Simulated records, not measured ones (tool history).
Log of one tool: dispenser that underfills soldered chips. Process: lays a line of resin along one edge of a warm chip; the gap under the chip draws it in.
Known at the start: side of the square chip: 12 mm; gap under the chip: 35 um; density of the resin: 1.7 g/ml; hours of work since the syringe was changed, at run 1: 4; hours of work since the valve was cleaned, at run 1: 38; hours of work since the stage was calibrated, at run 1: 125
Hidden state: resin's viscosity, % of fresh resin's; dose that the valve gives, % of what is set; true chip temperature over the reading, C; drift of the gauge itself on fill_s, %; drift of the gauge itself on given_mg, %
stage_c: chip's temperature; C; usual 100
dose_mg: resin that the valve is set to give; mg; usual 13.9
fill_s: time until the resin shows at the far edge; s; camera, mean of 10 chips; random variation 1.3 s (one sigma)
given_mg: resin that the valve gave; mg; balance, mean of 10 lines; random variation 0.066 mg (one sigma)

run,day,stage_c,dose_mg,hours of work since the syringe was changed,hours of work since the valve was cleaned,hours of work since the stage was calibrated,fill_s,given_mg
1,0.000,100,13.9,4,38,125,176.1,13.39
2,0.104,112,13.9,5,40,127,132.3,13.33
3,0.279,112,13.9,9,43,130,164.8,13.25
# day 0.454: dispensing valve cleaned and set on the balance
4,0.475,112,13.9,11,0,132,202.0,13.83
# day 0.508: new syringe of resin
5,0.646,94,13.9,2,3,135,203.7,13.70
6,0.817,100,13.9,5,6,138,199.1,13.79
7,0.942,100,13.9,8,8,140,231.8,13.67
8,1.138,100,13.9,11,12,144,302.2,13.69
# day 1.175: new syringe of resin
9,1.321,102,13.9,3,15,147,150.3,13.51
10,1.496,100,13.9,6,18,150,206.9,13.56
11,1.596,100,13.9,7,19,151,232.5,13.56
12,1.788,100,13.9,11,23,155,299.2,13.54
# day 1.846: new syringe of resin
13,1.988,92,13.9,2,26,158,223.4,13.50
14,2.083,100,12.2,4,28,160,190.6,11.80
15,2.171,100,17.1,6,29,161,208.4,16.51
16,2.321,108,13.9,8,32,164,193.9,13.33
# day 2.525: new syringe of resin
17,2.525,100,13.9,0,35,167,137.4,13.34
18,2.671,100,13.9,3,38,170,166.3,13.29
19,2.838,100,13.9,5,41,173,206.5,13.35
20,2.950,91,17.3,7,43,175,326.8,16.64
# day 3.112: dispensing valve cleaned and set on the balance
21,3.129,96,17.3,10,0,177,319.1,17.37
# day 3.238: new syringe of resin
22,3.271,85,14.4,1,3,179,250.1,14.29
23,3.450,92,12.2,4,6,182,248.6,12.20
24,3.642,112,17.9,7,9,186,143.7,17.78
25,3.808,110,14.4,10,12,189,197.4,14.25
# day 3.908: new syringe of resin
26,3.971,89,13.9,1,15,191,234.5,13.64
27,4.100,86,16.2,3,17,194,299.8,15.94
28,4.288,94,13.2,7,20,197,282.4,13.00
29,4.496,89,13.9,10,24,200,448.0,13.54
# day 4.583: new syringe of resin
30,4.671,89,13.9,2,27,203,242.3,13.48
31,4.821,90,16.6,4,29,206,278.2,16.14
32,4.967,86,14.5,7,32,208,391.5,14.05
33,5.125,86,14.5,9,34,211,475.7,14.05
34,5.217,97,14.2,11,36,213,351.1,13.74
# day 5.246: new syringe of resin
35,5.383,107,14.7,2,39,215,123.7,14.04

Forecast each of these 5 alternatives for the next run:
A,5.575,95,15.1,6,42,219,?,?
B,5.575,101,14.7,6,42,219,?,?
C,5.575,94,16.4,6,42,219,?,?
D,5.575,110,14.3,6,42,219,?,?
E,5.575,110,15.5,6,42,219,?,?

run,fill_s,given_mg
A,248.5,14.51
B,199.5,14.13
C,257.6,15.69
D,143.8,13.69
E,145.8,14.94
Without the tool's hidden state the same runs would have given:
run,fill_s,given_mg
A,156.6,15.12
B,126.0,14.73
C,162.3,16.36
D,90.9,14.27
E,92.3,15.57
